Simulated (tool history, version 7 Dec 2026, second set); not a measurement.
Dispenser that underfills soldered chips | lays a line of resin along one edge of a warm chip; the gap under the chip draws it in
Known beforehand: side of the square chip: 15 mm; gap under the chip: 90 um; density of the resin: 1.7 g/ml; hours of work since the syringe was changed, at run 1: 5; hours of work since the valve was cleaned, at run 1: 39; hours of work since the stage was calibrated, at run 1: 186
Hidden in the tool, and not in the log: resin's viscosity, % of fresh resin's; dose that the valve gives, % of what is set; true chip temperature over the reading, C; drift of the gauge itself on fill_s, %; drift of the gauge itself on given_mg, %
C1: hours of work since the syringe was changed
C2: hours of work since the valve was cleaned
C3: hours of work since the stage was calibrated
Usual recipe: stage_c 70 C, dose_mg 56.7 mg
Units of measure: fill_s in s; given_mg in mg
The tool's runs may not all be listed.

Run 1, hour 0.0: usual settings; C1 5; C2 39; C3 186. Result: fill_s 307.1 s, given_mg 54.50 mg.
At hour 3.7: new syringe of resin.
Run 2, hour 5.7: usual settings; C1 1; C2 43; C3 190. Result: fill_s 230.8 s, given_mg 54.38 mg.
Run 3, hour 12.3: usual settings but stage_c 56 C; C1 6; C2 47; C3 195. Result: fill_s 512.5 s, given_mg 53.94 mg.
At hour 15.2: new syringe of resin.
Run 4, hour 17.5: usual settings but dose_mg 53.4 mg; C1 2; C2 51; C3 198. Result: fill_s 227.8 s, given_mg 50.46 mg.
Run 5, hour 21.0: usual settings but dose_mg 53.4 mg; C1 4; C2 53; C3 201. Result: fill_s 277.3 s, given_mg 50.54 mg.
At hour 26.3: new syringe of resin.
Run 6, hour 29.0: usual settings but stage_c 59 C; C1 2; C2 59; C3 206. Result: fill_s 327.5 s, given_mg 53.35 mg.
Run 7, hour 32.9: usual settings but stage_c 59 C; C1 5; C2 61; C3 209. Result: fill_s 406.1 s, given_mg 52.91 mg.
At hour 37.2: new syringe of resin.
Run 8, hour 37.7: usual settings but stage_c 59 C; C1 0; C2 65; C3 212. Result: fill_s 291.8 s, given_mg 53.18 mg.
Run 9, hour 45.1: usual settings; C1 6; C2 70; C3 217. Result: fill_s 314.4 s, given_mg 52.29 mg.
At hour 48.8: new syringe of resin.
Run 10, hour 52.7: usual settings; C1 3; C2 75; C3 222. Result: fill_s 252.2 s, given_mg 52.64 mg.
At hour 59.7: dispensing valve cleaned and set on the balance.
At hour 60.7: new syringe of resin.
Run 11, hour 61.3: usual settings; C1 0; C2 1; C3 227. Result: fill_s 209.0 s, given_mg 56.26 mg.
Run 12, hour 68.1: usual settings; C1 5; C2 6; C3 232. Result: fill_s 306.7 s, given_mg 56.70 mg.
At hour 71.9: new syringe of resin.
Run 13, hour 71.9: usual settings; C1 0; C2 8; C3 235. Result: fill_s 203.6 s, given_mg 56.40 mg.
Run 14, hour 78.8: usual settings; C1 5; C2 13; C3 239. Result: fill_s 305.3 s, given_mg 55.86 mg.
At hour 82.8: new syringe of resin.
Run 15, hour 86.4: usual settings but stage_c 56 C; C1 3; C2 18; C3 245. Result: fill_s 384.1 s, given_mg 55.47 mg.
Run 16, hour 90.2: usual settings; C1 5; C2 21; C3 247. Result: fill_s 309.1 s, given_mg 55.36 mg.
At hour 93.9: new syringe of resin.
Run 17, hour 97.0: usual settings; C1 2; C2 25; C3 252. Result: fill_s 242.3 s, given_mg 55.28 mg.
At hour 105.0: new syringe of resin.
Run 18, hour 105.6: usual settings but stage_c 61 C, dose_mg 49.8 mg; C1 0; C2 31; C3 258. Result: fill_s 285.7 s, given_mg 48.60 mg.
Run 19, hour 111.9: usual settings but stage_c 61 C, dose_mg 49.8 mg; C1 5; C2 36; C3 262. Result: fill_s 406.1 s, given_mg 48.25 mg.
At hour 116.0: new syringe of resin.
Run 20, hour 116.8: usual settings but stage_c 57 C, dose_mg 60.9 mg; C1 1; C2 39; C3 265. Result: fill_s 316.8 s, given_mg 58.98 mg.
Run 21, hour 121.4: usual settings but stage_c 77 C, dose_mg 71.3 mg; C1 4; C2 42; C3 269. Result: fill_s 216.4 s, given_mg 68.47 mg.
At hour 127.3: new syringe of resin.
Run 22, hour 129.0: usual settings but stage_c 77 C, dose_mg 71.3 mg; C1 1; C2 47; C3 274. Result: fill_s 178.2 s, given_mg 68.26 mg.
Run 23, hour 134.9: usual settings but stage_c 65 C, dose_mg 62.0 mg; C1 5; C2 51; C3 278. Result: fill_s 358.8 s, given_mg 59.09 mg.
At hour 138.5: new syringe of resin.
Run 24, hour 142.6: usual settings but stage_c 65 C, dose_mg 62.0 mg; C1 3; C2 57; C3 283. Result: fill_s 295.1 s, given_mg 58.65 mg.
Run 25, hour 148.4: usual settings but stage_c 83 C, dose_mg 60.5 mg; C1 7; C2 61; C3 287. Result: fill_s 242.1 s, given_mg 56.77 mg.
At hour 149.7: new syringe of resin.
Run 26, hour 154.5: usual settings but stage_c 83 C, dose_mg 60.5 mg; C1 3; C2 65; C3 291. Result: fill_s 182.5 s, given_mg 56.71 mg.
Run 27, hour 158.4: usual settings but stage_c 75 C, dose_mg 62.8 mg; C1 6; C2 68; C3 294. Result: fill_s 278.0 s, given_mg 58.35 mg.
At hour 161.0: new syringe of resin.
Run 28, hour 162.3: usual settings but stage_c 75 C, dose_mg 62.8 mg; C1 1; C2 70; C3 297. Result: fill_s 191.3 s, given_mg 58.47 mg.
Run 29, hour 167.5: usual settings but stage_c 82 C, dose_mg 54.9 mg; C1 5; C2 74; C3 300. Result: fill_s 214.4 s, given_mg 51.08 mg.
At hour 172.4: new syringe of resin.
At hour 176.9: dispensing valve cleaned and set on the balance.
Run 30, hour 176.9: usual settings but stage_c 82 C, dose_mg 54.9 mg; C1 3; C2 0; C3 306. Result: fill_s 175.3 s, given_mg 54.99 mg.
Run 31, hour 183.0: usual settings but stage_c 82 C, dose_mg 54.9 mg; C1 7; C2 4; C3 310. Result: fill_s 248.9 s, given_mg 54.69 mg.
At hour 184.3: new syringe of resin.
Run 32, hour 189.5: usual settings but stage_c 82 C, dose_mg 54.9 mg; C1 4; C2 9; C3 315. Result: fill_s 189.1 s, given_mg 54.40 mg.
At hour 195.3: new syringe of resin.
Run 33, hour 197.5: usual settings but stage_c 67 C; C1 2; C2 14; C3 320. Result: fill_s 253.9 s, given_mg 56.03 mg.

Hidden state at the last listed run before each entry between runs and at the first one after, where it differs:
Run 1 -> run 2: new syringe of resin (hour 3.7)
  resin's viscosity, % of fresh resin's: 151.2 -> 112.8; dose that the valve gives, % of what is set: 96.16 -> 95.76; true chip temperature over the reading, C: -1.28 -> -1.31
  the result without the hidden state subtracted from the measured one, fill_s: +112.3 -> +35.0 s; given_mg: -2.18 -> -2.41 mg
Run 3 -> run 4: new syringe of resin (hour 15.2)
  resin's viscosity, % of fresh resin's: 163 -> 113.4; dose that the valve gives, % of what is set: 95.29 -> 94.95; true chip temperature over the reading, C: -1.34 -> -1.36
  the result without the hidden state subtracted from the measured one, fill_s: +213.2 -> +36.6 s; given_mg: -2.67 -> -2.68 mg
Run 5 -> run 6: new syringe of resin (hour 26.3)
  resin's viscosity, % of fresh resin's: 138.1 -> 115.4; dose that the valve gives, % of what is set: 94.69 -> 94.13; true chip temperature over the reading, C: -1.38 -> -1.42
  the result without the hidden state subtracted from the measured one, fill_s: +86.2 -> +58.1 s; given_mg: -2.84 -> -3.33 mg
Run 7 -> run 8: new syringe of resin (hour 37.2)
  resin's viscosity, % of fresh resin's: 143.2 -> 102.8; dose that the valve gives, % of what is set: 93.88 -> 93.57; true chip temperature over the reading, C: -1.44 -> -1.46
  the result without the hidden state subtracted from the measured one, fill_s: +137.4 -> +23.0 s; given_mg: -3.46 -> -3.65 mg
Run 9 -> run 10: new syringe of resin (hour 48.8)
  resin's viscosity, % of fresh resin's: 155.6 -> 123.7; dose that the valve gives, % of what is set: 93.05 -> 92.58; true chip temperature over the reading, C: -1.5 -> -1.54
  the result without the hidden state subtracted from the measured one, fill_s: +123.1 -> +59.4 s; given_mg: -3.91 -> -4.22 mg
Run 10 -> run 11: dispensing valve cleaned and set on the balance (hour 59.7); new syringe of resin (hour 60.7)
  resin's viscosity, % of fresh resin's: 123.7 -> 103.3; dose that the valve gives, % of what is set: 92.58 -> 99.89; true chip temperature over the reading, C: -1.54 -> -1.58
  the result without the hidden state subtracted from the measured one, fill_s: +59.4 -> +16.1 s; given_mg: -4.22 -> -0.06 mg
Run 12 -> run 13: new syringe of resin (hour 71.9)
  resin's viscosity, % of fresh resin's: 151 -> 101.4; dose that the valve gives, % of what is set: 99.45 -> 99.23; true chip temperature over the reading, C: -1.62 -> -1.64
  the result without the hidden state subtracted from the measured one, fill_s: +113.4 -> +12.7 s; given_mg: -0.31 -> -0.43 mg
Run 14 -> run 15: new syringe of resin (hour 82.8)
  resin's viscosity, % of fresh resin's: 149.5 -> 123.3; dose that the valve gives, % of what is set: 98.78 -> 98.28; true chip temperature over the reading, C: -1.67 -> -1.71
  the result without the hidden state subtracted from the measured one, fill_s: +111.2 -> +90.0 s; given_mg: -0.69 -> -0.97 mg
Run 16 -> run 17: new syringe of resin (hour 93.9)
  resin's viscosity, % of fresh resin's: 152.5 -> 118.6; dose that the valve gives, % of what is set: 98 -> 97.53; true chip temperature over the reading, C: -1.73 -> -1.76
  the result without the hidden state subtracted from the measured one, fill_s: +117.1 -> +49.0 s; given_mg: -1.13 -> -1.40 mg
Run 17 -> run 18: new syringe of resin (hour 105.0)
  resin's viscosity, % of fresh resin's: 118.6 -> 103.3; dose that the valve gives, % of what is set: 97.53 -> 96.98; true chip temperature over the reading, C: -1.76 -> -1.81
  the result without the hidden state subtracted from the measured one, fill_s: +49.0 -> +26.1 s; given_mg: -1.40 -> -1.52 mg
Run 19 -> run 20: new syringe of resin (hour 116.0)
  resin's viscosity, % of fresh resin's: 146.5 -> 103.7; dose that the valve gives, % of what is set: 96.51 -> 96.17; true chip temperature over the reading, C: -1.84 -> -1.86
  the result without the hidden state subtracted from the measured one, fill_s: +146.3 -> +30.0 s; given_mg: -1.74 -> -2.35 mg
Run 21 -> run 22: new syringe of resin (hour 127.3)
  resin's viscosity, % of fresh resin's: 134.4 -> 109.7; dose that the valve gives, % of what is set: 95.86 -> 95.33; true chip temperature over the reading, C: -1.88 -> -1.92
  the result without the hidden state subtracted from the measured one, fill_s: +64.1 -> +24.6 s; given_mg: -2.96 -> -3.34 mg
Run 23 -> run 24: new syringe of resin (hour 138.5)
  resin's viscosity, % of fresh resin's: 152.3 -> 125.7; dose that the valve gives, % of what is set: 94.94 -> 94.41; true chip temperature over the reading, C: -1.95 -> -1.99
  the result without the hidden state subtracted from the measured one, fill_s: +137.8 -> +75.1 s; given_mg: -3.15 -> -3.48 mg
Run 25 -> run 26: new syringe of resin (hour 149.7)
  resin's viscosity, % of fresh resin's: 172.8 -> 129.1; dose that the valve gives, % of what is set: 94.04 -> 93.6; true chip temperature over the reading, C: -2.02 -> -2.06
  the result without the hidden state subtracted from the measured one, fill_s: +110.5 -> +49.8 s; given_mg: -3.61 -> -3.87 mg
Run 27 -> run 28: new syringe of resin (hour 161.0)
  resin's viscosity, % of fresh resin's: 160.3 -> 108.6; dose that the valve gives, % of what is set: 93.33 -> 93.07; true chip temperature over the reading, C: -2.08 -> -2.09
  the result without the hidden state subtracted from the measured one, fill_s: +115.5 -> +26.5 s; given_mg: -4.17 -> -4.35 mg
Run 29 -> run 30: new syringe of resin (hour 172.4); dispensing valve cleaned and set on the balance (hour 176.9)
  resin's viscosity, % of fresh resin's: 145.1 -> 122; dose that the valve gives, % of what is set: 92.7 -> 99.96; true chip temperature over the reading, C: -2.12 -> -2.16
  the result without the hidden state subtracted from the measured one, fill_s: +76.6 -> +40.1 s; given_mg: -4.02 -> -0.02 mg
Run 31 -> run 32: new syringe of resin (hour 184.3)
  resin's viscosity, % of fresh resin's: 170.8 -> 132.2; dose that the valve gives, % of what is set: 99.55 -> 99.08; true chip temperature over the reading, C: -2.19 -> -2.23
  the result without the hidden state subtracted from the measured one, fill_s: +111.9 -> +54.9 s; given_mg: -0.25 -> -0.51 mg
Run 32 -> run 33: new syringe of resin (hour 195.3)
  resin's viscosity, % of fresh resin's: 132.2 -> 111.2; dose that the valve gives, % of what is set: 99.08 -> 98.54; true chip temperature over the reading, C: -2.23 -> -2.27
  the result without the hidden state subtracted from the measured one, fill_s: +54.9 -> +41.1 s; given_mg: -0.51 -> -0.83 mg
